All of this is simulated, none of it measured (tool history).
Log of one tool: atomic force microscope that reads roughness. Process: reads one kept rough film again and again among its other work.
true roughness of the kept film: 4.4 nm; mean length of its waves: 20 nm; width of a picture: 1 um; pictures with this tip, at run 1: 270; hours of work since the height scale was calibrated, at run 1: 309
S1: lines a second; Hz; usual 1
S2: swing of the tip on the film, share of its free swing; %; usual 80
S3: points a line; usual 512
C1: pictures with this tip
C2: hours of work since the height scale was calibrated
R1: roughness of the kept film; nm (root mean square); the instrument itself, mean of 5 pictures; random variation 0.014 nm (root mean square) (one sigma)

Run 1, day 0: usual settings; C1 270; C2 309. Result: R1 3.397 nm (root mean square).
At day 0.133: new tip fitted.
Run 2, day 0.367: usual settings; C1 7; C2 312. Result: R1 3.425 nm (root mean square).
Run 3, day 1.038: usual settings; C1 27; C2 319. Result: R1 3.431 nm (root mean square).
Run 4, day 1.417: usual settings but S3 281; C1 39; C2 323. Result: R1 3.355 nm (root mean square).
Run 5, day 2.196: usual settings but S3 281; C1 63; C2 332. Result: R1 3.34 nm (root mean square).
Run 6, day 2.55: usual settings; C1 74; C2 335. Result: R1 3.417 nm (root mean square).
Run 7, day 3.179: usual settings; C1 93; C2 342. Result: R1 3.416 nm (root mean square).
Run 8, day 3.733: usual settings but S3 821; C1 110; C2 348. Result: R1 3.435 nm (root mean square).

The next listed run, before its measurement:
Run 9, day 4.292: usual settings but S2 57 %, S3 265; C1 126; C2 354. Result: R1 ?.

{"run 9": {"R1": 3.434}}
Without the tool's hidden state the same run would have given R1 3.439 nm (root mean square).

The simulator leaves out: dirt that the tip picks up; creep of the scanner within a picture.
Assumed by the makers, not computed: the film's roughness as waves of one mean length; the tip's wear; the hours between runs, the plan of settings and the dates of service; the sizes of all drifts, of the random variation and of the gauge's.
